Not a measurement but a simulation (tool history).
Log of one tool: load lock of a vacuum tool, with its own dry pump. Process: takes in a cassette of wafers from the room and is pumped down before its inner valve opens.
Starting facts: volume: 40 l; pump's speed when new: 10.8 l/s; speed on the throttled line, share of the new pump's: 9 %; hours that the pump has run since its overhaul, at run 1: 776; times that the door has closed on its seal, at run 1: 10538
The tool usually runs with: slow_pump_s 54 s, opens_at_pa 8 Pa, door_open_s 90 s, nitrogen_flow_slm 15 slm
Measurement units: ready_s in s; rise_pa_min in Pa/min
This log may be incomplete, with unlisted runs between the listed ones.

run,hour,slow_pump_s,opens_at_pa,door_open_s,nitrogen_flow_slm,hours that the pump has run since its overhaul,times that the door has closed on its seal,"incoming humidity of the room's air, %",ready_s,rise_pa_min
1,0,54,8,90,15,776,10538,43.6,85.3,0.104
2,120.9,54,8,90,15,896,10741,46,86,0.105
3,212.6,54,8,90,15,988,10896,45,84.2,0.106
4,338,54,8,90,15,1114,11108,42.4,85,0.106
5,435.7,54,8,90,15,1211,11272,47.2,85,0.114
6,605.8,54,8,90,15,1381,11559,47.2,85.1,0.113
7,731,54,8,90,15,1507,11770,47.4,85.3,0.11
8,900.8,54,8,90,15,1676,12057,45.1,85.7,0.108
9,981.3,54,10,90,16,1757,12192,47.5,84.2,0.118
10,1078.8,49,8,26,32,1854,12357,41.2,81.7,0.064
11,1266.9,73,6,34,32,2042,12674,43.3,104.4,0.071
12,1353.9,80,9,54,6,2129,12821,43.5,108.3,0.108
13,1474.2,54,8,140,7,2250,13024,47.3,85.9,0.163
14,1581.6,60,7,218,4,2357,13205,47.4,92,0.208

Pick out some run-to-run changes in ready_s. Of each, how much would a tool without hidden state show as well, from the settings, what came in and chance, and how much is left for the hidden state and any gauge scatter not in both results compared?
What the log doesn't record here: pump's speed, % of a new pump's; leak at the door's seal, Pa l/s; drift of the gauge itself on ready_s, %; drift of the gauge itself on rise_pa_min, %.
Run 2 -> 3: settings left as they were, no log entry in between. ready_s -1.8 s: hidden state +0.1, all else -1.9.
Run 10 -> 11: slow_pump_s 49 -> 73, opens_at_pa 8 -> 6, door_open_s 26 -> 34. ready_s +22.7 s: hidden state +0, all else +22.7.

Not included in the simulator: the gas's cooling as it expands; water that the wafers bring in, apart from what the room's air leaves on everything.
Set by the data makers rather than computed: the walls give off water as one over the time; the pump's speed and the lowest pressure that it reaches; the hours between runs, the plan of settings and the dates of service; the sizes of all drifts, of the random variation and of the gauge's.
